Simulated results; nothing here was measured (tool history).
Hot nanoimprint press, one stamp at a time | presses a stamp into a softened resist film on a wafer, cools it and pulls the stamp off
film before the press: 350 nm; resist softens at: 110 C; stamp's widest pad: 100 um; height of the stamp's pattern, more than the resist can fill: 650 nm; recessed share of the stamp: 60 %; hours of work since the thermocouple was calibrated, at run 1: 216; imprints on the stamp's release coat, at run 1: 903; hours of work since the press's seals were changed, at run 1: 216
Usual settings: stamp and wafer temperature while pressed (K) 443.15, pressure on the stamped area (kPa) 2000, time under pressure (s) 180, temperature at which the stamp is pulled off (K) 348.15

run     day  stamp and wafer temperature while pressed (K)  pressure on the stamped area (kPa)  time under pressure (s)  temperature at which the stamp is pulled off (K)  hours of work since the thermocouple was calibrated  imprints on the stamp's release coat  hours of work since the press's seals were changed  resist left under the stamp's widest pad (Å)  greatest force while the stamp is pulled off (N)
  1   0.000                                         443.15                                2000                      180                                            348.15                                                  216                                   903                                                 216                                          2076                                               199
  2   2.817                                         443.15                                2000                      180                                            348.15                                                  261                                  1118                                                 261                                          2046                                               187
  3   6.392                                         443.15                                2000                      180                                            348.15                                                  318                                  1391                                                 318                                          2071                                               203
      8.083  -- stamp cleaned and given a new release coat
  4   9.283                                         443.15                                2000                      180                                            348.15                                                  360                                    91                                                 360                                          2063                                               195
  5  12.283                                         443.15                                2000                      180                                            348.15                                                  408                                   320                                                 408                                          2060                                               192
  6  15.538                                         443.15                                2000                      180                                            348.15                                                  460                                   568                                                 460                                          2065                                               205
  7  17.242                                         443.15                                2000                      180                                            348.15                                                  487                                   698                                                 487                                          2047                                               200
  8  20.200                                         443.15                                2000                      180                                            348.15                                                  534                                   923                                                 534                                          2052                                               201
  9  22.771                                         443.15                                2760                      180                                            348.15                                                  576                                  1120                                                 576                                          1805                                               196
     23.892  -- plate thermocouple calibrated
 10  26.325                                         443.15                                2760                      180                                            348.15                                                   39                                  1381                                                 630                                          1797                                               201
     28.075  -- stamp cleaned and given a new release coat
 11  28.738                                         443.15                                2760                      180                                            348.15                                                   73                                    51                                                 665                                          1804                                               204
 12  31.804                                         443.15                                2000                      180                                            348.15                                                  122                                   285                                                 714                                          2048                                               193
 13  34.321                                         443.15                                2000                      180                                            348.15                                                  163                                   477                                                 754                                          2027                                               193
 14  36.812                                         443.15                                2000                      180                                            348.15                                                  202                                   667                                                 794                                          2039                                               202
 15  39.133                                         443.15                                2000                      180                                            348.15                                                  240                                   844                                                 831                                          2054                                               200
 16  41.000                                         436.15                                2000                      180                                            348.15                                                  269                                   986                                                 861                                          2696                                               197
 17  44.550                                         438.15                                2430                      180                                            337.15                                                  326                                  1257                                                 918                                          2381                                               220
 18  46.108                                         438.15                                2430                      180                                            337.15                                                  351                                  1376                                                 943                                          2366                                               217
     48.062  -- stamp cleaned and given a new release coat
 19  48.675                                         435.15                                2630                      180                                            348.15                                                  388                                    46                                                 980                                          2607                                               197
 20  51.112                                         435.15                                2630                      180                                            348.15                                                  427                                   232                                                1019                                          2615                                               196
 21  53.796                                         441.15                                1580                      180                                            348.15                                                  470                                   437                                                1061                                          2399                                               190
 22  56.821                                         445.15                                2000                      158                                            343.15                                                  518                                   667                                                1110                                          1933                                               208
 23  58.983                                         443.15                                2000                      101                                            348.15                                                  553                                   832                                                1144                                          2379                                               199
     61.604  -- plate thermocouple calibrated
 24  62.050                                         443.15                                2000                      101                                            348.15                                                    7                                  1057                                                1191                                          2388                                               199
     63.425  -- press's hydraulic seals changed and the load cell set to zero
 25  65.796                                         443.15                                1790                      140                                            348.15                                                   62                                  1317                                                  38                                          2272                                               194
     68.517  -- stamp cleaned and given a new release coat
 26  69.583                                         443.15                                1790                      140                                            348.15                                                  118                                    82                                                  94                                          2253                                               195
 27  73.296                                         443.15                                1790                      140                                            337.15                                                  178                                   365                                                 154                                          2268                                               217
 28  75.383                                         443.15                                1790                      140                                            337.15                                                  211                                   524                                                 187                                          2263                                               219
 29  78.633                                         451.15                                1790                      140                                            337.15                                                  263                                   772                                                 239                                          1577                                               221

4 ways to go on from here, each from the tool as it stands after run 29. What would each give?
  A  82.188                                         451.15                                1790                      166                                            337.15                                                  320                                  1043                                                 296                                             ?                                                 ?
  B  82.188                                         442.15                                2000                      284                                            337.15                                                  320                                  1043                                                 296                                             ?                                                 ?
  C  82.188                                         451.15                                2310                      140                                            337.15                                                  320                                  1043                                                 296                                             ?                                                 ?
  D  82.188                                         451.15                                2970                      281                                            352.15                                                  320                                  1043                                                 296                                             ?                                                 ?

run  resist left under the stamp's widest pad (Å)  greatest force while the stamp is pulled off (N)
  A                                          1459                                               218
  B                                          1829                                               218
  C                                          1393                                               217
  D                                           928                                               185
Without the tool's hidden state the same runs would have given:
run  resist left under the stamp's widest pad (Å)  greatest force while the stamp is pulled off (N)
  A                                          1500                                               217
  B                                          1880                                               217
  C                                          1433                                               216
  D                                           954                                               184
